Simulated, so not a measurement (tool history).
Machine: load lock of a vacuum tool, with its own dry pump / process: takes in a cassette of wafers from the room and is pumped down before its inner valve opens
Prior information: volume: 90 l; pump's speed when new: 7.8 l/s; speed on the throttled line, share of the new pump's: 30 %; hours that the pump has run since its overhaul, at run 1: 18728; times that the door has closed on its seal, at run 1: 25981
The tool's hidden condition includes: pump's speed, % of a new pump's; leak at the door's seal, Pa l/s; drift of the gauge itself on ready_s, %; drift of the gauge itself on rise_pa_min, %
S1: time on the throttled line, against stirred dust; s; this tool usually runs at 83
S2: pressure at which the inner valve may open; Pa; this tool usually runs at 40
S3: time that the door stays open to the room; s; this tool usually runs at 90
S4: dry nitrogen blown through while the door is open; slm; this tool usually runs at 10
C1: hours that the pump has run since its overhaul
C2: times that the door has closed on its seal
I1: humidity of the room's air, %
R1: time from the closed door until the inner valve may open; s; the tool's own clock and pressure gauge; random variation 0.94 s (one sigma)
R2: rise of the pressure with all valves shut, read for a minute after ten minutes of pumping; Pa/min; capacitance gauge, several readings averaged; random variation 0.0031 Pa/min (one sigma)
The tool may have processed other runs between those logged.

run,day,S1,S2,S3,S4,C1,C2,I1,R1,R2
1,0.000,83,40,90,10,18728,25981,44.7,165.6,0.197
2,12.867,83,40,90,10,19037,26493,41.4,166.3,0.196
3,35.842,83,40,90,10,19589,27407,45.4,166.8,0.214
4,48.800,83,40,43,10,19900,27922,45.3,166.3,0.187
5,65.192,83,40,43,10,20293,28574,43.6,166.0,0.192
6,84.308,83,40,43,10,20752,29335,44.9,167.4,0.198
7,105.000,153,40,70,16,21248,30158,46.6,211.5,0.214
8,117.008,153,40,70,16,21537,30635,42.3,212.2,0.221
# day 133.962: dry pump taken out, an overhauled one fitted
9,139.300,83,42,90,22,128,31512,45.3,146.6,0.223
10,161.317,80,33,90,14,657,32388,43.5,147.6,0.243
11,177.696,100,68,45,19,1050,33039,42.4,154.3,0.224

Branching from run 11: 4 alternative next runs. What would each branch give?
A,187.588,100,68,45,5,1287,33433,43.8,?,?
B,187.588,83,55,45,10,1287,33433,49.3,?,?
C,187.588,51,46,90,5,1287,33433,42.5,?,?
D,187.588,111,63,45,39,1287,33433,46.3,?,?

run,R1,R2
A,157.2,0.245
B,146.2,0.241
C,126.1,0.267
D,163.4,0.220
Take away the tool's hidden state, keep each run's random variation, and the runs would have read:
run,R1,R2
A,157.0,0.046
B,146.1,0.042
C,125.9,0.067
D,163.3,0.020
